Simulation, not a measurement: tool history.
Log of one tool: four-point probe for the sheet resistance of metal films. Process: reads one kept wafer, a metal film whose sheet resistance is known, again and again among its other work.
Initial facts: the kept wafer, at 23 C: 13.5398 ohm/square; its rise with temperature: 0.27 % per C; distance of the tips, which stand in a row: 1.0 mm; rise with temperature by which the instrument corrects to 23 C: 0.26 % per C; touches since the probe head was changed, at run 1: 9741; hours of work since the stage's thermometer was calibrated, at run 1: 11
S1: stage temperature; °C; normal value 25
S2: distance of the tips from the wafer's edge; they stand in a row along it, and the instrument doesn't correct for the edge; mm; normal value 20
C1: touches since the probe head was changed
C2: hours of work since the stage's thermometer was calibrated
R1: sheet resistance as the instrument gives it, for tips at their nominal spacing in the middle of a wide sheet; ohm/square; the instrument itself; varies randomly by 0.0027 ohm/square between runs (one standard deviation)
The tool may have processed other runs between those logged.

| run | hour | S1 | S2 | C1 | C2 | R1 |
|---|---|---|---|---|---|---|
| 1 | 0.0 | 25 | 20 | 9741 | 11 | 13.558379 |
| 2 | 21.8 | 25 | 20 | 10600 | 25 | 13.559426 |
| 3 | 34.8 | 25 | 20 | 11114 | 33 | 13.563405 |
| 4 | 45.9 | 23 | 20 | 11553 | 40 | 13.557174 |
| 5 | 59.6 | 23 | 20 | 12097 | 49 | 13.563585 |
| 6 | 78.8 | 23 | 20 | 12854 | 62 | 13.556996 |
| 7 | 90.5 | 23 | 20 | 13314 | 69 | 13.558894 |
| 8 | 108.5 | 26 | 20 | 14028 | 81 | 13.561987 |
| 9 | 131.3 | 25 | 20 | 14928 | 95 | 13.561242 |
| 10 | 153.0 | 25 | 56 | 15786 | 109 | 13.543257 |
| 11 | 167.7 | 25 | 56 | 16365 | 119 | 13.544032 |
| 12 | 190.2 | 25 | 56 | 17253 | 133 | 13.551168 |
| 13 | 207.7 | 25 | 20 | 17947 | 145 | 13.559766 |
| 14 | 224.7 | 25 | 20 | 18615 | 156 | 13.564841 |
| 15 | 238.6 | 30 | 4 | 19164 | 165 | 13.989513 |
| 16 | 263.1 | 20 | 17 | 20133 | 180 | 13.562587 |
| 17 | 277.9 | 30 | 4 | 20720 | 190 | 13.986714 |
| 18 | 290.3 | 30 | 4 | 21210 | 198 | 13.988724 |
| 19 | 302.9 | 19 | 9 | 21705 | 206 | 13.618817 |
| 20 | 323.5 | 20 | 20 | 22519 | 219 | 13.553289 |
| 21 | 339.4 | 20 | 43 | 23148 | 230 | 13.540812 |
| 22 | 356.6 | 25 | 26 | 23826 | 241 | 13.554331 |
| 23 | 375.4 | 25 | 26 | 24572 | 253 | 13.552105 |
| 24 | 396.3 | 26 | 4 | 25396 | 266 | 13.979619 |
| 25 | 412.3 | 25 | 13 | 26026 | 277 | 13.586108 |
| 26 | 424.0 | 22 | 12 | 26489 | 284 | 13.587463 |

Here are 5 independent what-if runs from the current tool condition. What would each one return?
| A | 435.2 | 26 | 4 | 26932 | 291 | ? |
| B | 435.2 | 22 | 14 | 26932 | 291 | ? |
| C | 435.2 | 21 | 12 | 26932 | 291 | ? |
| D | 435.2 | 22 | 38 | 26932 | 291 | ? |
| E | 435.2 | 27 | 20 | 26932 | 291 | ? |

| run | R1 |
|---|---|
| A | 13.990193 |
| B | 13.571974 |
| C | 13.593372 |
| D | 13.547070 |
| E | 13.566657 |
Take away the tool's hidden state, keep each run's random variation, and the runs would have read:
| run | R1 |
|---|---|
| A | 13.990478 |
| B | 13.572251 |
| C | 13.593649 |
| D | 13.547346 |
| E | 13.566934 |

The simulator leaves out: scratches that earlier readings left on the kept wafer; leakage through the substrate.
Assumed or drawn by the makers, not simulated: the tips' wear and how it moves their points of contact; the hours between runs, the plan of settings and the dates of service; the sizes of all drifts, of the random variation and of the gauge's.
